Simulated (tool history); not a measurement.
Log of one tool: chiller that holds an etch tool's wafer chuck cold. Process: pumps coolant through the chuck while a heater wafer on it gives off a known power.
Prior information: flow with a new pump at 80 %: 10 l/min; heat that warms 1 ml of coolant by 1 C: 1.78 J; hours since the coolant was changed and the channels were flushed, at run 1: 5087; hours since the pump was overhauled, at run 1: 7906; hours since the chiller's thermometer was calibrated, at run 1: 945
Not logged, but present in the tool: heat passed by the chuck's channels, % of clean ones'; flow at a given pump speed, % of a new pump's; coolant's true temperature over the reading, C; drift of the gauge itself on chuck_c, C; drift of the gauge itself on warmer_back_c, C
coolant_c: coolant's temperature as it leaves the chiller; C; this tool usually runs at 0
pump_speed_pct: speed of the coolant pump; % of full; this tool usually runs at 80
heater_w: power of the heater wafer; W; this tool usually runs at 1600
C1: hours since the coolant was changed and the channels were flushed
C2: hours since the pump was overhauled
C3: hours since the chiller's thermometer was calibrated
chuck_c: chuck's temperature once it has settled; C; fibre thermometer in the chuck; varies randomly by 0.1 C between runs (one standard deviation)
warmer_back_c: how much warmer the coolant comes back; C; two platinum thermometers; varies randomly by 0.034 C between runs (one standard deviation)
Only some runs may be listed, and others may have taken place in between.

{"run": 1, "hour": 0.0, "coolant_c": 0, "pump_speed_pct": 80, "heater_w": 1600, "C1": 5087, "C2": 7906, "C3": 945, "chuck_c": 20.1, "warmer_back_c": 6}
{"run": 2, "hour": 98.4, "coolant_c": 0, "pump_speed_pct": 80, "heater_w": 1600, "C1": 5185, "C2": 8004, "C3": 1044, "chuck_c": 20.3, "warmer_back_c": 6.03}
{"run": 3, "hour": 301.1, "coolant_c": 0, "pump_speed_pct": 80, "heater_w": 1600, "C1": 5388, "C2": 8207, "C3": 1246, "chuck_c": 20.2, "warmer_back_c": 6.02}
{"run": 4, "hour": 403.5, "coolant_c": 0, "pump_speed_pct": 80, "heater_w": 1600, "C1": 5490, "C2": 8310, "C3": 1349, "chuck_c": 20.4, "warmer_back_c": 6.08}
{"run": 5, "hour": 507.0, "coolant_c": 0, "pump_speed_pct": 80, "heater_w": 1600, "C1": 5594, "C2": 8413, "C3": 1452, "chuck_c": 20.4, "warmer_back_c": 6.04}
{"run": 6, "hour": 597.5, "coolant_c": 0, "pump_speed_pct": 80, "heater_w": 1600, "C1": 5684, "C2": 8504, "C3": 1543, "chuck_c": 20.4, "warmer_back_c": 6.12}
{"run": 7, "hour": 741.1, "coolant_c": 0, "pump_speed_pct": 80, "heater_w": 1600, "C1": 5828, "C2": 8647, "C3": 1686, "chuck_c": 20.6, "warmer_back_c": 6.11}
{"run": 8, "hour": 913.9, "coolant_c": 0, "pump_speed_pct": 80, "heater_w": 1600, "C1": 6001, "C2": 8820, "C3": 1859, "chuck_c": 20.6, "warmer_back_c": 6.12}
{"run": 9, "hour": 1045.1, "coolant_c": 0, "pump_speed_pct": 80, "heater_w": 1600, "C1": 6132, "C2": 8951, "C3": 1990, "chuck_c": 20.8, "warmer_back_c": 6.13}
{"hour": 1064.8, "done": "chiller's thermometer calibrated"}
{"hour": 1139.5, "done": "coolant changed, channels flushed"}
{"run": 10, "hour": 1216.7, "coolant_c": 0, "pump_speed_pct": 80, "heater_w": 1600, "C1": 77, "C2": 9116, "C3": 146, "chuck_c": 19.4, "warmer_back_c": 6.16}
{"run": 11, "hour": 1367.9, "coolant_c": -3, "pump_speed_pct": 80, "heater_w": 1861, "C1": 228, "C2": 9267, "C3": 297, "chuck_c": 19.5, "warmer_back_c": 7.12}
{"run": 12, "hour": 1566.9, "coolant_c": 1, "pump_speed_pct": 81, "heater_w": 1921, "C1": 427, "C2": 9466, "C3": 496, "chuck_c": 24.3, "warmer_back_c": 7.31}
{"run": 13, "hour": 1759.6, "coolant_c": -6, "pump_speed_pct": 64, "heater_w": 1600, "C1": 620, "C2": 9659, "C3": 689, "chuck_c": 17.6, "warmer_back_c": 7.82}
{"hour": 1786.2, "done": "coolant pump overhauled"}
{"run": 14, "hour": 1914.7, "coolant_c": -10, "pump_speed_pct": 80, "heater_w": 1784, "C1": 770, "C2": 129, "C3": 839, "chuck_c": 9.6, "warmer_back_c": 6.09}
{"run": 15, "hour": 2041.9, "coolant_c": -10, "pump_speed_pct": 80, "heater_w": 1094, "C1": 897, "C2": 256, "C3": 966, "chuck_c": 2.4, "warmer_back_c": 3.68}
{"run": 16, "hour": 2147.6, "coolant_c": 5, "pump_speed_pct": 76, "heater_w": 986, "C1": 1003, "C2": 361, "C3": 1072, "chuck_c": 16.6, "warmer_back_c": 3.55}
{"run": 17, "hour": 2271.8, "coolant_c": 5, "pump_speed_pct": 76, "heater_w": 986, "C1": 1127, "C2": 486, "C3": 1196, "chuck_c": 16.6, "warmer_back_c": 3.58}
{"hour": 2370.3, "done": "chiller's thermometer calibrated, once more"}
{"run": 18, "hour": 2461.5, "coolant_c": 5, "pump_speed_pct": 76, "heater_w": 986, "C1": 1316, "C2": 674, "C3": 91, "chuck_c": 16.3, "warmer_back_c": 3.53}
{"run": 19, "hour": 2674.4, "coolant_c": 0, "pump_speed_pct": 81, "heater_w": 1600, "C1": 1529, "C2": 887, "C3": 304, "chuck_c": 17.5, "warmer_back_c": 5.39}

Here are 3 independent what-if runs from the current tool condition. What would each one return?
{"run": "A", "hour": 2863.4, "coolant_c": 0, "pump_speed_pct": 69, "heater_w": 1600, "C1": 1718, "C2": 1076, "C3": 493, "chuck_c": "?", "warmer_back_c": "?"}
{"run": "B", "hour": 2863.4, "coolant_c": 4, "pump_speed_pct": 78, "heater_w": 1652, "C1": 1718, "C2": 1076, "C3": 493, "chuck_c": "?", "warmer_back_c": "?"}
{"run": "C", "hour": 2863.4, "coolant_c": 6, "pump_speed_pct": 80, "heater_w": 1600, "C1": 1718, "C2": 1076, "C3": 493, "chuck_c": "?", "warmer_back_c": "?"}

run=A chuck_c=20.3 warmer_back_c=6.4
run=B chuck_c=23 warmer_back_c=5.77
run=C chuck_c=24 warmer_back_c=5.5
With no hidden state in the tool, these same runs would have given:
run=A chuck_c=19.5 warmer_back_c=6.27
run=B chuck_c=22.2 warmer_back_c=5.65
run=C chuck_c=23.3 warmer_back_c=5.39
